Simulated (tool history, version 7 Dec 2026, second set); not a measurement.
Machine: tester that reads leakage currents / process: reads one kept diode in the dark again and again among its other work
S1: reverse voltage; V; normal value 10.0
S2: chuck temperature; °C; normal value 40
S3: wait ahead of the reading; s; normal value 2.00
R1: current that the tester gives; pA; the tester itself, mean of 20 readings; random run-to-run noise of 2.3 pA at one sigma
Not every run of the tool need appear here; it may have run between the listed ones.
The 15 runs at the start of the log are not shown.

Run 16, hour 1395.8: usual settings. Result: R1 709.79 pA.
Run 17, hour 1501.0: usual settings. Result: R1 707.51 pA.
Run 18, hour 1596.9: usual settings. Result: R1 702.34 pA.
Run 19, hour 1664.8: usual settings but S1 1.1 V, S3 0.82 s. Result: R1 202.44 pA.
Run 20, hour 1755.7: usual settings but S1 2.0 V, S2 22 °C, S3 0.82 s. Result: R1 70.95 pA.
Run 21, hour 1803.8: usual settings but S1 7.7 V, S3 0.68 s. Result: R1 604.60 pA.
Run 22, hour 1850.8: usual settings but S3 0.51 s. Result: R1 698.69 pA.
Run 23, hour 1941.6: usual settings but S2 35 °C, S3 0.51 s. Result: R1 484.44 pA.
At hour 1987.1: chuck's temperature calibrated.
Run 24, hour 2023.4: usual settings but S1 2.6 V, S2 52 °C, S3 4.14 s. Result: R1 826.10 pA.
Run 25, hour 2076.2: usual settings but S3 7.58 s. Result: R1 756.85 pA.
Run 26, hour 2183.6: usual settings but S1 8.1 V, S2 27 °C, S3 7.97 s. Result: R1 254.13 pA.
Run 27, hour 2243.4: usual settings but S1 10.7 V, S2 22 °C. Result: R1 204.59 pA.
Run 28, hour 2352.2: usual settings but S1 18.4 V, S2 22 °C, S3 0.34 s. Result: R1 298.40 pA.
Run 29, hour 2434.9: usual settings but S1 18.4 V, S2 22 °C, S3 0.34 s. Result: R1 297.77 pA.
Run 30, hour 2543.3: usual settings but S1 18.4 V, S2 22 °C, S3 0.34 s. Result: R1 297.03 pA.
Run 31, hour 2648.8: usual settings but S1 18.4 V, S2 22 °C, S3 0.34 s. Result: R1 295.84 pA.

What if the next run were any one of these 5? Each begins from the tool's condition after run 31:
Run A, hour 2744.3: usual settings but S1 2.5 V, S2 26 °C, S3 2.58 s. Result: R1 ?.
Run B, hour 2744.3: usual settings but S1 2.3 V. Result: R1 ?.
Run C, hour 2744.3: usual settings but S1 1.5 V, S2 45 °C, S3 2.14 s. Result: R1 ?.
Run D, hour 2744.3: usual settings but S1 18.4 V, S2 45 °C, S3 2.30 s. Result: R1 ?.
Run E, hour 2744.3: usual settings but S1 1.2 V, S2 51 °C, S3 1.73 s. Result: R1 ?.

run       R1
  A   116.65
  B   319.51
  C   359.83
  D  1478.89
  E   480.81
With no hidden state in the tool, these same runs would have given:
run       R1
  A   122.36
  B   341.60
  C   386.03
  D  1564.58
  E   516.29
